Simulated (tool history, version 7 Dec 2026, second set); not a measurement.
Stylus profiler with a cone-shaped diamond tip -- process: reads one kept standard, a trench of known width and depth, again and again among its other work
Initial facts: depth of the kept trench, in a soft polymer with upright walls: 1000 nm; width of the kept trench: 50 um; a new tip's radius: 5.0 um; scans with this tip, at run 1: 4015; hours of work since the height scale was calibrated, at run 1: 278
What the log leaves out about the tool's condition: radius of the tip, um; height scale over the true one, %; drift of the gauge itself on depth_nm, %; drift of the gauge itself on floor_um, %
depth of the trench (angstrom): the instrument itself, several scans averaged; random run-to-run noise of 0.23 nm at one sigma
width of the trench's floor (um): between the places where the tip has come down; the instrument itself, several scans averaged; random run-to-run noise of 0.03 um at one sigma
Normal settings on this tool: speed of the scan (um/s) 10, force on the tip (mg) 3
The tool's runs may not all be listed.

| run | hour | speed of the scan (um/s) | force on the tip (mg) | scans with this tip | hours of work since the height scale was calibrated | depth of the trench (angstrom) | width of the trench's floor (um) |
|---|---|---|---|---|---|---|---|
| 1 | 0 | 10 | 3 | 4015 | 278 | 10164.4 | 43.94 |
| 2 | 42.4 | 10 | 3 | 4352 | 302 | 10165.7 | 43.99 |
| 3 | 85.4 | 10 | 3 | 4694 | 326 | 10171.7 | 43.93 |
| 4 | 123.4 | 10 | 3 | 4996 | 346 | 10165.3 | 43.95 |
| 5 | 156.3 | 10 | 3 | 5258 | 365 | 10170.6 | 43.96 |
| 6 | 202.1 | 10 | 3 | 5622 | 390 | 10165.5 | 43.93 |
| 7 | 242.7 | 10 | 3 | 5945 | 412 | 10167.3 | 43.87 |
| 8 | 262.1 | 10 | 3 | 6100 | 423 | 10168 | 43.95 |
| 9 | 282.6 | 10 | 2.5 | 6263 | 434 | 10149.3 | 44 |
| 10 | 318.2 | 10 | 2.5 | 6546 | 454 | 10149.3 | 43.89 |
| 11 | 354.9 | 10 | 2.5 | 6837 | 474 | 10150.4 | 43.92 |
| 12 | 388.7 | 10 | 6.17 | 7106 | 493 | 10271 | 43.94 |
| 13 | 424.7 | 15 | 2.83 | 7392 | 513 | 10162.6 | 43.97 |
| 14 | 454.8 | 25 | 3 | 7632 | 529 | 10167.6 | 43.86 |
| 15 | 495.1 | 25 | 3 | 7953 | 552 | 10163.4 | 43.91 |
| 16 | 528.1 | 25 | 3 | 8215 | 570 | 10167.8 | 43.85 |
| 17 | 571.2 | 25 | 3 | 8557 | 593 | 10165.4 | 43.82 |
| 18 | 602.6 | 6 | 1.86 | 8807 | 611 | 10122 | 43.94 |
| 19 | 631.7 | 6 | 1.86 | 9038 | 627 | 10123 | 43.97 |
| 20 | 664.3 | 6 | 1.86 | 9298 | 645 | 10125.8 | 43.96 |
| 21 | 699.8 | 7 | 5.41 | 9580 | 664 | 10244.6 | 43.98 |
| 22 | 745.3 | 8 | 1.31 | 9942 | 689 | 10099 | 43.92 |
| 23 | 766.8 | 11 | 1.6 | 10113 | 701 | 10104.8 | 43.91 |
| 24 | 801.7 | 11 | 1.6 | 10391 | 721 | 10110.9 | 43.91 |

Below are 3 alternative next runs, each starting from the tool's condition after run 24. Predict each:
| A | 820.7 | 25 | 2.79 | 10542 | 731 | ? | ? |
| B | 820.7 | 10 | 3.34 | 10542 | 731 | ? | ? |
| C | 820.7 | 7 | 8.84 | 10542 | 731 | ? | ? |

| run | depth of the trench (angstrom) | width of the trench's floor (um) |
|---|---|---|
| A | 10156.4 | 43.88 |
| B | 10177.6 | 43.99 |
| C | 10347.3 | 43.98 |
With the hidden condition removed and each run's random variation left untouched, the same runs would have given:
| run | depth of the trench (angstrom) | width of the trench's floor (um) |
|---|---|---|
| A | 10156.5 | 43.89 |
| B | 10177.7 | 44 |
| C | 10347.4 | 43.99 |
